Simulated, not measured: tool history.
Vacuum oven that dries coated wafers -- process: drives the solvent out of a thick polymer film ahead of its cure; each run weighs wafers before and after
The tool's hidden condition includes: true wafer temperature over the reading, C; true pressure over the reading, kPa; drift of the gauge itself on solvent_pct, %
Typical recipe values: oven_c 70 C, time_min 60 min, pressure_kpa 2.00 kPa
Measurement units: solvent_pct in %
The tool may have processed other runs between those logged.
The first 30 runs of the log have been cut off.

run	hour	oven_c	time_min	pressure_kpa	hours of work since the thermocouples were calibrated	hours of work since the vacuum gauge was cleaned of residue	solvent_pct
# hour 369.4: vacuum gauge cleaned of residue and calibrated
31	375.5	70	60	1.10	674	3	2.45
32	382.7	70	60	1.10	678	7	2.48
33	400.0	67	60	6.23	687	16	4.69
34	407.8	67	60	6.23	691	20	4.59
35	417.5	80	34	6.28	696	25	3.09
# hour 426.3: vacuum gauge cleaned of residue and calibrated, once more
36	436.1	80	104	6.28	705	5	1.35
37	443.4	80	104	6.28	709	9	1.43
38	455.3	70	100	1.19	715	15	1.14
39	465.3	70	62	1.38	720	20	2.41
40	476.9	70	62	1.38	726	26	2.37
41	492.4	70	36	1.28	734	35	4.34
42	508.5	70	36	1.28	743	43	4.36
43	516.5	70	92	1.31	747	47	1.30
44	531.3	70	92	1.31	755	55	1.22
45	544.0	76	86	2.30	761	62	0.89
46	551.1	76	86	2.30	765	65	0.88
47	567.2	72	41	2.17	773	74	3.44

3 ways to go on from here, each from the tool as it stands after run 47. What would each give?
A	579.8	72	41	3.07	780	80	?
B	579.8	78	46	2.71	780	80	?
C	579.8	72	41	3.20	780	80	?

run	solvent_pct
A	3.69
B	1.82
C	3.78
Take away the tool's hidden state, keep each run's random variation, and the runs would have read:
run	solvent_pct
A	4.09
B	2.10
C	4.18
